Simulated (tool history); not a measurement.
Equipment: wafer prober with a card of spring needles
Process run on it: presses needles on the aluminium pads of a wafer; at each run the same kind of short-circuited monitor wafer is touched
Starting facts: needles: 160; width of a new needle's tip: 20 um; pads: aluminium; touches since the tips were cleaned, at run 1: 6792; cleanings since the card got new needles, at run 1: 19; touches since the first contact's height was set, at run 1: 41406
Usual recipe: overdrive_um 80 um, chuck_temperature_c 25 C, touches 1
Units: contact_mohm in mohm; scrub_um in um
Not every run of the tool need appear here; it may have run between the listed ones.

run,hour,overdrive_um,chuck_temperature_c,touches,touches since the tips were cleaned,cleanings since the card got new needles,touches since the first contact's height was set,contact_mohm,scrub_um
1,0.0,80,25,1,6792,19,41406,209,12.25
# hour 4.1: tips cleaned on abrasive film
2,14.3,80,25,1,3099,20,45728,207,12.24
# hour 29.6: tips cleaned on abrasive film
3,34.0,80,67,1,1341,21,51682,220,12.18
4,46.6,80,67,1,5182,21,55523,219,12.19
# hour 55.0: tips cleaned on abrasive film
5,64.0,80,67,1,2730,22,60769,221,12.26
# hour 80.7: tips cleaned on abrasive film
6,82.0,87,25,1,375,23,66202,207,13.30
7,92.1,87,25,1,3461,23,69288,203,13.30
# hour 106.6: tips cleaned on abrasive film
8,115.1,87,25,1,2591,24,76237,205,13.30
9,125.8,87,25,1,5858,24,79504,204,13.31
# hour 133.0: tips cleaned on abrasive film
10,142.3,87,84,1,2822,25,84478,219,13.29
# hour 159.3: tips cleaned on abrasive film
11,162.5,87,84,1,951,26,90576,221,13.32
12,183.4,80,25,1,7330,26,96955,209,12.25
# hour 185.1: tips cleaned on abrasive film
13,193.3,80,25,1,2491,27,99915,211,12.27
# hour 211.6: tips cleaned on abrasive film
14,213.3,80,25,1,522,28,105981,205,12.22
15,227.2,73,73,1,4727,28,110186,217,11.17
# hour 238.7: tips cleaned on abrasive film
16,241.4,65,61,3,819,29,114486,220,9.97
17,262.8,62,49,3,7311,29,120978,215,9.47
# hour 264.5: tips cleaned on abrasive film
18,278.3,62,49,3,4196,30,125678,218,9.49
# hour 291.1: tips cleaned on abrasive film
19,292.1,80,29,2,302,31,129826,207,12.25
# hour 304.4: height of the first contact set anew
20,308.2,80,29,2,5120,31,1157,211,12.25
# hour 317.6: tips cleaned on abrasive film
21,319.1,80,44,3,472,32,4434,214,12.23
22,338.2,80,44,3,6262,32,10224,212,12.26
# hour 343.5: tips cleaned on abrasive film
23,358.1,80,88,1,4454,33,16256,224,12.23

What does the tool deliver on the next run?
# hour 369.4: tips cleaned on abrasive film
24,379.7,80,88,1,3133,34,22781,?,?

{"run 24": {"contact_mohm": 223, "scrub_um": 12.23}}
Had the tool carried no hidden state, the very same run would have given contact_mohm 222 mohm, scrub_um 12.23 um.
